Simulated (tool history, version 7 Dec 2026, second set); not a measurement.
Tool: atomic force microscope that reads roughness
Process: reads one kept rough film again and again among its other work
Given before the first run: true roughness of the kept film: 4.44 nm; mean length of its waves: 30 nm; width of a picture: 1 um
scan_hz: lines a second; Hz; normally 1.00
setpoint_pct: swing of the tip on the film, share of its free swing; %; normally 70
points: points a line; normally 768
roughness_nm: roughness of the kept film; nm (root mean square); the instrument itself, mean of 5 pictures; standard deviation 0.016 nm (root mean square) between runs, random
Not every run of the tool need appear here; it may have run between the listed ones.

run   hour  scan_hz  setpoint_pct  points  roughness_nm
  1    0.0     1.00            70     768         3.948
  2   10.6     1.00            70     768         3.738
  3   25.1     1.72            70     768         3.451
      44.2  -- new tip fitted
  4   44.2     1.00            70     560         3.907
  5   59.4     1.00            70     560         3.675
  6   67.4     1.00            70     560         3.560
  7   78.6     1.00            70     682         3.390
      88.9  -- new tip fitted
  8   89.3     1.00            70     682         3.901
  9  107.7     1.00            70     682         3.606
 10  122.7     1.00            76     682         3.395
     133.8  -- new tip fitted
 11  139.6     1.00            76     682         3.758
 12  156.1     1.00            70     768         3.543
 13  170.1     1.00            70     378         3.377
     178.3  -- new tip fitted
 14  184.8     1.00            70     768         3.809
 15  203.6     1.00            70     768         3.534
 16  215.6     1.54            58     643         3.397
     224.4  -- new tip fitted
 17  225.5     1.38            73     768         3.830
 18  243.9     3.36            77     846         3.290
 19  253.1     0.54            74     523         3.513
     268.7  -- new tip fitted
 20  268.7     2.84            69     464         3.736
 21  280.4     2.16            64     464         3.676
 22  294.9     2.16            64     464         3.450
 23  310.2     2.16            64     464         3.257
     314.0  -- new tip fitted
 24  328.4     3.10            80     424         3.273
 25  345.6     3.10            80     424         3.039
     359.8  -- new tip fitted
 26  364.4     1.00            67     768         3.832
 27  381.7     1.17            70     768         3.582
 28  399.5     0.71            70     768         3.406
     404.3  -- new tip fitted
 29  417.7     2.92            78     377         3.361

Here are 5 independent what-if runs from the current tool condition. What would each one return?
  A  433.1     2.92            78     454             ?
  B  433.1     1.72            77     294             ?
  C  433.1     2.92            62     623             ?
  D  433.1     0.69            56     807             ?
  E  433.1     1.00            75     768             ?

run  roughness_nm
  A         3.159
  B         3.327
  C         3.411
  D         3.548
  E         3.441
Without the tool's hidden state the same runs would have given:
run  roughness_nm
  A         3.563
  B         3.753
  C         3.847
  D         4.002
  E         3.882
